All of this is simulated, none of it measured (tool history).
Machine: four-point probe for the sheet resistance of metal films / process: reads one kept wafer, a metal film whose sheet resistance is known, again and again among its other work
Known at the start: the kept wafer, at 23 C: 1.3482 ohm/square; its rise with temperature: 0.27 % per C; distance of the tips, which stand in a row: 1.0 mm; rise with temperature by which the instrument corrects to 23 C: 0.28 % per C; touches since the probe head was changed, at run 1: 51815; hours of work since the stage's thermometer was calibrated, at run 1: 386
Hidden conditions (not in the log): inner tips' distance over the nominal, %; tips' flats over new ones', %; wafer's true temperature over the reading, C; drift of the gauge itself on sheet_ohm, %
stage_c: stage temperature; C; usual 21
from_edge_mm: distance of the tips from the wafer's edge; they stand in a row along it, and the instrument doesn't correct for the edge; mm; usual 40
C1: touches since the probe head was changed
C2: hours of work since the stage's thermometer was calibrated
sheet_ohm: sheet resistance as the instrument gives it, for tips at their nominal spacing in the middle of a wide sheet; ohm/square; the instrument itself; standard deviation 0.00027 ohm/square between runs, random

run 1 hour=0 | stage_c=21 from_edge_mm=40 | C1=51815 C2=386 | sheet_ohm=1.343644
run 2 hour=16.8 | stage_c=18 from_edge_mm=40 | C1=52279 C2=393 | sheet_ohm=1.343958
run 3 hour=27.5 | stage_c=18 from_edge_mm=40 | C1=52577 C2=398 | sheet_ohm=1.344067
run 4 hour=41.1 | stage_c=21 from_edge_mm=5 | C1=52952 C2=404 | sheet_ohm=1.370736
run 5 hour=52.5 | stage_c=21 from_edge_mm=40 | C1=53270 C2=409 | sheet_ohm=1.343443
run 6 hour=64 | stage_c=21 from_edge_mm=40 | C1=53587 C2=414 | sheet_ohm=1.343662
run 7 hour=78.5 | stage_c=21 from_edge_mm=40 | C1=53989 C2=420 | sheet_ohm=1.34321
run 8 hour=94.7 | stage_c=21 from_edge_mm=40 | C1=54436 C2=427 | sheet_ohm=1.343138
run 9 hour=112.9 | stage_c=21 from_edge_mm=40 | C1=54941 C2=435 | sheet_ohm=1.342666
run 10 hour=123.6 | stage_c=24 from_edge_mm=40 | C1=55237 C2=440 | sheet_ohm=1.342181
run 11 hour=144.7 | stage_c=24 from_edge_mm=40 | C1=55821 C2=449 | sheet_ohm=1.342488
run 12 hour=159.1 | stage_c=21 from_edge_mm=40 | C1=56220 C2=455 | sheet_ohm=1.342778
run 13 hour=174.4 | stage_c=28 from_edge_mm=40 | C1=56643 C2=462 | sheet_ohm=1.34233
run 14 hour=188.1 | stage_c=18 from_edge_mm=40 | C1=57022 C2=468 | sheet_ohm=1.343685
run 15 hour=209.3 | stage_c=18 from_edge_mm=40 | C1=57611 C2=477 | sheet_ohm=1.343821
run 16 hour=232.2 | stage_c=21 from_edge_mm=59 | C1=58245 C2=487 | sheet_ohm=1.342679
run 17 hour=250.2 | stage_c=21 from_edge_mm=59 | C1=58743 C2=495 | sheet_ohm=1.342242
run 18 hour=266.3 | stage_c=21 from_edge_mm=40 | C1=59188 C2=502 | sheet_ohm=1.342155
run 19 hour=284.6 | stage_c=21 from_edge_mm=40 | C1=59695 C2=510 | sheet_ohm=1.342342
run 20 hour=305.1 | stage_c=21 from_edge_mm=40 | C1=60262 C2=519 | sheet_ohm=1.342596
run 21 hour=319.7 | stage_c=21 from_edge_mm=40 | C1=60666 C2=525 | sheet_ohm=1.342413
run 22 hour=341.3 | stage_c=21 from_edge_mm=40 | C1=61265 C2=535 | sheet_ohm=1.342066
run 23 hour=353.1 | stage_c=21 from_edge_mm=40 | C1=61591 C2=540 | sheet_ohm=1.342267
run 24 hour=362.6 | stage_c=21 from_edge_mm=40 | C1=61855 C2=544 | sheet_ohm=1.342183
run 25 hour=382.5 | stage_c=19 from_edge_mm=43 | C1=62404 C2=552 | sheet_ohm=1.342436
run 26 hour=394.5 | stage_c=18 from_edge_mm=4 | C1=62739 C2=558 | sheet_ohm=1.385597
run 27 hour=405 | stage_c=33 from_edge_mm=4 | C1=63029 C2=562 | sheet_ohm=1.383546
run 28 hour=421.9 | stage_c=35 from_edge_mm=22 | C1=63497 C2=570 | sheet_ohm=1.340578
run 29 hour=440.1 | stage_c=25 from_edge_mm=55 | C1=64001 C2=578 | sheet_ohm=1.341263
run 30 hour=454.8 | stage_c=22 from_edge_mm=9 | C1=64407 C2=584 | sheet_ohm=1.350086
run 31 hour=464.5 | stage_c=18 from_edge_mm=65 | C1=64677 C2=588 | sheet_ohm=1.341653
run 32 hour=487.2 | stage_c=23 from_edge_mm=5 | C1=65305 C2=598 | sheet_ohm=1.369585
run 33 hour=506 | stage_c=23 from_edge_mm=46 | C1=65825 C2=606 | sheet_ohm=1.341502
run 34 hour=526 | stage_c=23 from_edge_mm=3 | C1=66379 C2=615 | sheet_ohm=1.41632
run 35 hour=543.6 | stage_c=23 from_edge_mm=3 | C1=66865 C2=623 | sheet_ohm=1.416107
run 36 hour=562.2 | stage_c=23 from_edge_mm=38 | C1=67382 C2=631 | sheet_ohm=1.341172
run 37 hour=583.6 | stage_c=30 from_edge_mm=38 | C1=67974 C2=640 | sheet_ohm=1.340034
run 38 hour=598.8 | stage_c=30 from_edge_mm=38 | C1=68396 C2=647 | sheet_ohm=1.340016
run 39 hour=615.3 | stage_c=33 from_edge_mm=3 | C1=68852 C2=654 | sheet_ohm=1.414374
run 40 hour=630.1 | stage_c=19 from_edge_mm=31 | C1=69262 C2=660 | sheet_ohm=1.341865
run 41 hour=644.2 | stage_c=19 from_edge_mm=31 | C1=69653 C2=667 | sheet_ohm=1.341788
run 42 hour=663.3 | stage_c=19 from_edge_mm=31 | C1=70180 C2=675 | sheet_ohm=1.342159
run 43 hour=674.9 | stage_c=26 from_edge_mm=55 | C1=70502 C2=680 | sheet_ohm=1.340675
run 44 hour=685.3 | stage_c=26 from_edge_mm=9 | C1=70790 C2=684 | sheet_ohm=1.348741
run 45 hour=694.6 | stage_c=26 from_edge_mm=9 | C1=71047 C2=689 | sheet_ohm=1.34821
run 46 hour=705.8 | stage_c=28 from_edge_mm=28 | C1=71359 C2=693 | sheet_ohm=1.340554

Consider 3 possible next runs. They are alternatives, not a sequence: every one starts from the tool as it was left by run 46. What does each give?
run A hour=728.8 | stage_c=32 from_edge_mm=7 | C1=71994 C2=703 | sheet_ohm=?
run B hour=728.8 | stage_c=22 from_edge_mm=3 | C1=71994 C2=703 | sheet_ohm=?
run C hour=728.8 | stage_c=23 from_edge_mm=30 | C1=71994 C2=703 | sheet_ohm=?

run=A sheet_ohm=1.353237
run=B sheet_ohm=1.415677
run=C sheet_ohm=1.340884
Without the tool's hidden state the same runs would have given:
run=A sheet_ohm=1.361426
run=B sheet_ohm=1.424206
run=C sheet_ohm=1.349001
